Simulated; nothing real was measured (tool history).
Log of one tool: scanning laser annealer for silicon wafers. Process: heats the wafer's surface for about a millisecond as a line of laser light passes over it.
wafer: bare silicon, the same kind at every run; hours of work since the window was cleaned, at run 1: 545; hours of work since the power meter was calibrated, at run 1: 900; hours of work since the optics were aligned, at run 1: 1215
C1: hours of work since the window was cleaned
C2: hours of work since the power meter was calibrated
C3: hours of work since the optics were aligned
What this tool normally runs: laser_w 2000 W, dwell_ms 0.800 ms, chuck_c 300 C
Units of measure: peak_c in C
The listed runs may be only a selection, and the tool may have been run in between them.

{"run": 1, "hour": 0.0, "laser_w": 2000, "dwell_ms": 0.8, "chuck_c": 300, "C1": 545, "C2": 900, "C3": 1215, "peak_c": 1060}
{"run": 2, "hour": 54.9, "laser_w": 2000, "dwell_ms": 0.8, "chuck_c": 300, "C1": 568, "C2": 923, "C3": 1238, "peak_c": 1062}
{"run": 3, "hour": 105.3, "laser_w": 2000, "dwell_ms": 0.8, "chuck_c": 300, "C1": 589, "C2": 944, "C3": 1259, "peak_c": 1061}
{"hour": 141.9, "done": "window over the wafer cleaned"}
{"run": 4, "hour": 163.1, "laser_w": 2000, "dwell_ms": 0.8, "chuck_c": 300, "C1": 9, "C2": 968, "C3": 1282, "peak_c": 1095}
{"run": 5, "hour": 221.6, "laser_w": 1920, "dwell_ms": 0.8, "chuck_c": 300, "C1": 33, "C2": 992, "C3": 1307, "peak_c": 1055}
{"run": 6, "hour": 246.7, "laser_w": 2175, "dwell_ms": 0.8, "chuck_c": 300, "C1": 44, "C2": 1003, "C3": 1317, "peak_c": 1183}
{"run": 7, "hour": 291.4, "laser_w": 1804, "dwell_ms": 0.8, "chuck_c": 300, "C1": 63, "C2": 1021, "C3": 1336, "peak_c": 996}
{"run": 8, "hour": 349.7, "laser_w": 2000, "dwell_ms": 0.8, "chuck_c": 300, "C1": 87, "C2": 1046, "C3": 1360, "peak_c": 1091}
{"run": 9, "hour": 389.1, "laser_w": 2000, "dwell_ms": 0.8, "chuck_c": 300, "C1": 103, "C2": 1062, "C3": 1377, "peak_c": 1088}
{"hour": 401.5, "done": "optics aligned, line set to its width"}
{"run": 10, "hour": 445.1, "laser_w": 2000, "dwell_ms": 0.8, "chuck_c": 301, "C1": 125, "C2": 1083, "C3": 18, "peak_c": 1103}
{"run": 11, "hour": 497.7, "laser_w": 2000, "dwell_ms": 0.8, "chuck_c": 301, "C1": 147, "C2": 1106, "C3": 40, "peak_c": 1098}
{"run": 12, "hour": 547.7, "laser_w": 2000, "dwell_ms": 0.8, "chuck_c": 301, "C1": 168, "C2": 1126, "C3": 61, "peak_c": 1093}
{"run": 13, "hour": 577.8, "laser_w": 2000, "dwell_ms": 0.8, "chuck_c": 335, "C1": 180, "C2": 1139, "C3": 74, "peak_c": 1129}
{"run": 14, "hour": 606.9, "laser_w": 2000, "dwell_ms": 0.923, "chuck_c": 300, "C1": 192, "C2": 1151, "C3": 86, "peak_c": 1142}
{"run": 15, "hour": 640.3, "laser_w": 2000, "dwell_ms": 0.923, "chuck_c": 300, "C1": 206, "C2": 1165, "C3": 100, "peak_c": 1138}
{"run": 16, "hour": 680.7, "laser_w": 2000, "dwell_ms": 0.8, "chuck_c": 300, "C1": 223, "C2": 1182, "C3": 117, "peak_c": 1088}
{"run": 17, "hour": 742.0, "laser_w": 2000, "dwell_ms": 0.723, "chuck_c": 300, "C1": 249, "C2": 1208, "C3": 142, "peak_c": 1056}
{"run": 18, "hour": 792.7, "laser_w": 2000, "dwell_ms": 0.736, "chuck_c": 300, "C1": 270, "C2": 1229, "C3": 164, "peak_c": 1057}
{"run": 19, "hour": 819.5, "laser_w": 2000, "dwell_ms": 0.736, "chuck_c": 300, "C1": 281, "C2": 1240, "C3": 175, "peak_c": 1059}
{"run": 20, "hour": 874.8, "laser_w": 2000, "dwell_ms": 0.798, "chuck_c": 326, "C1": 304, "C2": 1263, "C3": 198, "peak_c": 1107}
{"run": 21, "hour": 901.6, "laser_w": 1893, "dwell_ms": 0.844, "chuck_c": 327, "C1": 316, "C2": 1274, "C3": 209, "peak_c": 1076}
{"run": 22, "hour": 950.9, "laser_w": 1865, "dwell_ms": 0.844, "chuck_c": 319, "C1": 336, "C2": 1295, "C3": 230, "peak_c": 1052}
{"run": 23, "hour": 1006.2, "laser_w": 1767, "dwell_ms": 0.662, "chuck_c": 300, "C1": 359, "C2": 1318, "C3": 253, "peak_c": 915}
{"run": 24, "hour": 1053.3, "laser_w": 1962, "dwell_ms": 0.925, "chuck_c": 328, "C1": 379, "C2": 1338, "C3": 273, "peak_c": 1142}
{"run": 25, "hour": 1094.7, "laser_w": 2148, "dwell_ms": 0.928, "chuck_c": 295, "C1": 396, "C2": 1355, "C3": 290, "peak_c": 1200}
{"run": 26, "hour": 1136.4, "laser_w": 2148, "dwell_ms": 0.87, "chuck_c": 262, "C1": 414, "C2": 1373, "C3": 307, "peak_c": 1144}
{"run": 27, "hour": 1162.2, "laser_w": 2138, "dwell_ms": 0.865, "chuck_c": 316, "C1": 425, "C2": 1383, "C3": 318, "peak_c": 1186}
{"run": 28, "hour": 1203.4, "laser_w": 1862, "dwell_ms": 0.58, "chuck_c": 300, "C1": 442, "C2": 1401, "C3": 335, "peak_c": 915}

What will run 29 give?
{"run": 29, "hour": 1258.3, "laser_w": 1862, "dwell_ms": 0.58, "chuck_c": 300, "C1": 465, "C2": 1424, "C3": 358, "peak_c": "?"}

Run 29 measured peak_c 914 C.
Minus the tool's unlogged condition, the same run would have read peak_c 943 C.
